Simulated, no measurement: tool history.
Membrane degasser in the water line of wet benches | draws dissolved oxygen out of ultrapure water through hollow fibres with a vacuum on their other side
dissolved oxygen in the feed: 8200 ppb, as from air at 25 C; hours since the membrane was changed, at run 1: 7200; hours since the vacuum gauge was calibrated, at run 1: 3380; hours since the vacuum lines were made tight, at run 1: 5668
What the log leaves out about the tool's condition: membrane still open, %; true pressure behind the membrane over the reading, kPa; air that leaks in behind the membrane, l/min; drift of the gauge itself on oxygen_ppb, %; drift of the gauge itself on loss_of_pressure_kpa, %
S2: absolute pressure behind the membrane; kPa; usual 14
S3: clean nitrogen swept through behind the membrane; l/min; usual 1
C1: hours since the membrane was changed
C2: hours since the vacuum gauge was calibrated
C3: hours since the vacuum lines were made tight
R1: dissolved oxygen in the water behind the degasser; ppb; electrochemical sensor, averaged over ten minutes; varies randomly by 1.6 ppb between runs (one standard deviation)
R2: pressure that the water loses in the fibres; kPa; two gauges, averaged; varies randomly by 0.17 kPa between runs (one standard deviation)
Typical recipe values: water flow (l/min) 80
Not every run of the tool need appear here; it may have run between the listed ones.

{"run": 1, "day": 0.0, "water flow (l/min)": 80, "S2": 14, "S3": 1, "C1": 7200, "C2": 3380, "C3": 5668, "R1": 1294.2, "R2": 29.12}
{"run": 2, "day": 6.0, "water flow (l/min)": 80, "S2": 14, "S3": 1, "C1": 7344, "C2": 3524, "C3": 5812, "R1": 1292.9, "R2": 29.08}
{"run": 3, "day": 11.85, "water flow (l/min)": 80, "S2": 14, "S3": 1, "C1": 7484, "C2": 3665, "C3": 5953, "R1": 1290.9, "R2": 29.18}
{"run": 4, "day": 21.308, "water flow (l/min)": 80, "S2": 14, "S3": 1, "C1": 7711, "C2": 3892, "C3": 6180, "R1": 1290.3, "R2": 29.06}
{"run": 5, "day": 29.054, "water flow (l/min)": 80, "S2": 14, "S3": 2.15, "C1": 7897, "C2": 4078, "C3": 6366, "R1": 764.1, "R2": 29.33}
{"run": 6, "day": 33.396, "water flow (l/min)": 70, "S2": 14, "S3": 2.15, "C1": 8001, "C2": 4182, "C3": 6470, "R1": 691.5, "R2": 25.86}
{"run": 7, "day": 42.796, "water flow (l/min)": 70, "S2": 14, "S3": 2.15, "C1": 8227, "C2": 4408, "C3": 6696, "R1": 687.8, "R2": 25.55}
{"run": 8, "day": 48.908, "water flow (l/min)": 80, "S2": 14, "S3": 0.54, "C1": 8373, "C2": 4554, "C3": 6842, "R1": 1815.4, "R2": 29.01}
{"run": 9, "day": 55.783, "water flow (l/min)": 80, "S2": 14, "S3": 0.54, "C1": 8538, "C2": 4719, "C3": 7007, "R1": 1816.1, "R2": 29.17}
{"run": 10, "day": 60.45, "water flow (l/min)": 57, "S2": 14, "S3": 1, "C1": 8650, "C2": 4831, "C3": 7119, "R1": 1033, "R2": 20.69}
{"run": 11, "day": 68.996, "water flow (l/min)": 57, "S2": 14, "S3": 1, "C1": 8855, "C2": 5036, "C3": 7324, "R1": 1031.1, "R2": 20.71}
{"run": 12, "day": 73.562, "water flow (l/min)": 80, "S2": 14, "S3": 1, "C1": 8965, "C2": 5146, "C3": 7434, "R1": 1293.2, "R2": 28.92}
{"day": 81.354, "done": "vacuum gauge calibrated"}
{"run": 13, "day": 82.596, "water flow (l/min)": 96, "S2": 14, "S3": 1, "C1": 9181, "C2": 30, "C3": 7650, "R1": 1446.3, "R2": 34.83}
{"run": 14, "day": 88.933, "water flow (l/min)": 96, "S2": 14, "S3": 1, "C1": 9333, "C2": 182, "C3": 7802, "R1": 1444.8, "R2": 34.86}
{"run": 15, "day": 97.383, "water flow (l/min)": 96, "S2": 14, "S3": 1, "C1": 9536, "C2": 385, "C3": 8005, "R1": 1444, "R2": 34.73}
{"run": 16, "day": 105.4, "water flow (l/min)": 96, "S2": 14, "S3": 1, "C1": 9729, "C2": 577, "C3": 8198, "R1": 1445.6, "R2": 35.11}
{"run": 17, "day": 113.229, "water flow (l/min)": 80, "S2": 14, "S3": 2.79, "C1": 9917, "C2": 765, "C3": 8385, "R1": 625.8, "R2": 28.89}
{"run": 18, "day": 122.367, "water flow (l/min)": 125, "S2": 20, "S3": 1.99, "C1": 10136, "C2": 984, "C3": 8605, "R1": 1633.2, "R2": 45.72}
{"run": 19, "day": 128.446, "water flow (l/min)": 125, "S2": 20, "S3": 0.5, "C1": 10282, "C2": 1130, "C3": 8751, "R1": 3262.1, "R2": 45.56}
{"run": 20, "day": 136.917, "water flow (l/min)": 61, "S2": 20, "S3": 0.89, "C1": 10485, "C2": 1334, "C3": 8954, "R1": 1712.9, "R2": 22.22}
{"run": 21, "day": 144.054, "water flow (l/min)": 110, "S2": 17.1, "S3": 2.02, "C1": 10656, "C2": 1505, "C3": 9125, "R1": 1263.9, "R2": 40.02}
{"run": 22, "day": 151.629, "water flow (l/min)": 110, "S2": 17.1, "S3": 2.02, "C1": 10838, "C2": 1687, "C3": 9307, "R1": 1264.5, "R2": 40.08}
{"run": 23, "day": 159.75, "water flow (l/min)": 74, "S2": 25.4, "S3": 1.04, "C1": 11033, "C2": 1882, "C3": 9502, "R1": 2189.4, "R2": 27.03}
{"run": 24, "day": 164.546, "water flow (l/min)": 68, "S2": 14, "S3": 1.43, "C1": 11148, "C2": 1997, "C3": 9617, "R1": 910.9, "R2": 24.46}
{"run": 25, "day": 169.671, "water flow (l/min)": 69, "S2": 16.5, "S3": 0.48, "C1": 11271, "C2": 2120, "C3": 9740, "R1": 2132.2, "R2": 24.95}
{"run": 26, "day": 177.296, "water flow (l/min)": 69, "S2": 16.5, "S3": 1.2, "C1": 11454, "C2": 2303, "C3": 9923, "R1": 1250.7, "R2": 25.07}
{"day": 178.038, "done": "seals of the vacuum lines changed"}
{"run": 27, "day": 186.071, "water flow (l/min)": 80, "S2": 14, "S3": 1.58, "C1": 11663, "C2": 2511, "C3": 193, "R1": 957, "R2": 28.86}
{"run": 28, "day": 192.979, "water flow (l/min)": 85, "S2": 12.8, "S3": 0.7, "C1": 11829, "C2": 2677, "C3": 359, "R1": 1483.9, "R2": 30.47}
{"run": 29, "day": 198.925, "water flow (l/min)": 51, "S2": 9.8, "S3": 0.61, "C1": 11971, "C2": 2820, "C3": 501, "R1": 847.7, "R2": 18.46}
{"run": 30, "day": 206.317, "water flow (l/min)": 80, "S2": 20.8, "S3": 0.98, "C1": 12149, "C2": 2997, "C3": 679, "R1": 1976.5, "R2": 29.16}
{"run": 31, "day": 213.988, "water flow (l/min)": 76, "S2": 16.6, "S3": 0.41, "C1": 12333, "C2": 3181, "C3": 863, "R1": 2421.7, "R2": 27.97}

What differs in the tool's unlogged condition from the final listed run ahead of each entry between runs to the first listed run following it?
After run 12, before run 13: vacuum gauge calibrated (day 81.354)
  nothing in the hidden state changes from one run to the other
After run 26, before run 27: seals of the vacuum lines changed (day 178.038)
  air that leaks in behind the membrane, l/min: 0.0022 -> 0.002
